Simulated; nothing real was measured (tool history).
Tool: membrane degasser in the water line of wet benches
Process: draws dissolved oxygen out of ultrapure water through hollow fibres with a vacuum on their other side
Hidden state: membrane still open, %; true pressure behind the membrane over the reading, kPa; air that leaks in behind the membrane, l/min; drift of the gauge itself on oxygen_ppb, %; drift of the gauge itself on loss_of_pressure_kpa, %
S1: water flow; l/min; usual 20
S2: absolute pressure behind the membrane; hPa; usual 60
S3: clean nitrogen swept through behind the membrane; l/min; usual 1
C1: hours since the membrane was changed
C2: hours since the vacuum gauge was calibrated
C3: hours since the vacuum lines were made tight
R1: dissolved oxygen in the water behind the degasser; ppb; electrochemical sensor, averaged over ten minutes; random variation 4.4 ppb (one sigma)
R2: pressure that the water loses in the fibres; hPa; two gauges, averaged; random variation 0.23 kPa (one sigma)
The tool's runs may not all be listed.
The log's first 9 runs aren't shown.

run 10 day=18.454 | S1=20 S2=106.3 S3=1 | C1=2092 C2=905 C3=1766 | R1=646.3 R2=605.8
run 11 day=20.696 | S1=20 S2=60 S3=1 | C1=2145 C2=959 C3=1820 | R1=460.6 R2=607
run 12 day=22.833 | S1=20 S2=60 S3=0.49 | C1=2197 C2=1011 C3=1872 | R1=550.1 R2=607.6
run 13 day=24.508 | S1=20 S2=60 S3=0.49 | C1=2237 C2=1051 C3=1912 | R1=546 R2=607.9
run 14 day=26.738 | S1=28 S2=60 S3=1 | C1=2290 C2=1104 C3=1965 | R1=799.9 R2=846.7
run 15 day=28.146 | S1=28 S2=60 S3=1 | C1=2324 C2=1138 C3=1999 | R1=803.9 R2=850.9
run 16 day=29.992 | S1=20 S2=60 S3=1 | C1=2368 C2=1182 C3=2043 | R1=460.5 R2=606.7
run 17 day=32.829 | S1=31 S2=38.9 S3=1.33 | C1=2437 C2=1250 C3=2111 | R1=801.8 R2=942.7
run 18 day=35.5 | S1=31 S2=38.9 S3=1.33 | C1=2501 C2=1315 C3=2176 | R1=820.9 R2=941.5
run 19 day=37.483 | S1=23 S2=46.9 S3=0.51 | C1=2548 C2=1362 C3=2223 | R1=578.9 R2=701.8

The next listed run, before its measurement:
run 20 day=40.092 | S1=23 S2=46.9 S3=0.51 | C1=2611 C2=1425 C3=2286 | R1=? R2=?

Run 20 gave R1 578.6 ppb, R2 702.2 hPa.
Without the tool's hidden state the same run would have given R1 552.9 ppb, R2 690.9 hPa.
